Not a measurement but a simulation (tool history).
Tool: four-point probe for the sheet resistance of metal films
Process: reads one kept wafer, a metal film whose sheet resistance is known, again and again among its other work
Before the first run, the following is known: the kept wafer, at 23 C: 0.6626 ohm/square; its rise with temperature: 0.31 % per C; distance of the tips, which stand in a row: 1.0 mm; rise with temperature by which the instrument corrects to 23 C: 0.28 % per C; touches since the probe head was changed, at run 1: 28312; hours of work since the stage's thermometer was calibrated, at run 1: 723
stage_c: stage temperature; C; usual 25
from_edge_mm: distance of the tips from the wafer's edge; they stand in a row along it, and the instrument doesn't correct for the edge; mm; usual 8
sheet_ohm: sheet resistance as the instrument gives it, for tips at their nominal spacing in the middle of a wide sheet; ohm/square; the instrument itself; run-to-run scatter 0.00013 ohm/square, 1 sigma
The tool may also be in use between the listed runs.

| run | hour | stage_c | from_edge_mm | touches since the probe head was changed | hours of work since the stage's thermometer was calibrated | sheet_ohm |
|---|---|---|---|---|---|---|
| 1 | 0.0 | 25 | 8 | 28312 | 723 | 0.665280 |
| 2 | 28.2 | 25 | 8 | 29143 | 736 | 0.665545 |
| 3 | 55.2 | 25 | 8 | 29937 | 748 | 0.665288 |
| 4 | 89.5 | 25 | 8 | 30947 | 763 | 0.665421 |
| 5 | 115.8 | 25 | 8 | 31719 | 775 | 0.665543 |
| 6 | 150.5 | 25 | 8 | 32740 | 790 | 0.665698 |
| 7 | 176.7 | 21 | 70 | 33512 | 802 | 0.659386 |
| 8 | 200.8 | 25 | 46 | 34220 | 812 | 0.660161 |
|  | 205.4 | stage's thermometer calibrated |
| 9 | 240.3 | 23 | 16 | 35370 | 15 | 0.661036 |
| 10 | 278.7 | 20 | 14 | 36498 | 32 | 0.661009 |
| 11 | 299.9 | 24 | 25 | 37124 | 42 | 0.660500 |
| 12 | 320.8 | 24 | 25 | 37738 | 51 | 0.660626 |

Table of differences, measured result less the result of that run with no hidden state. Run-to-run variation is the same in both. Gauge scatter possibly is not:
Hidden conditions of the tool in this case: inner tips' distance over the nominal, %; tips' flats over new ones', %; wafer's true temperature over the reading, C; drift of the gauge itself on sheet_ohm, %.
| run | sheet_ohm |
|---|---|
| 1 | -0.003068 |
| 2 | -0.003039 |
| 3 | -0.003015 |
| 4 | -0.002979 |
| 5 | -0.002957 |
| 6 | -0.002924 |
| 7 | -0.002875 |
| 8 | -0.002852 |
| 9 | -0.002856 |
| 10 | -0.002818 |
| 11 | -0.002793 |
| 12 | -0.002771 |
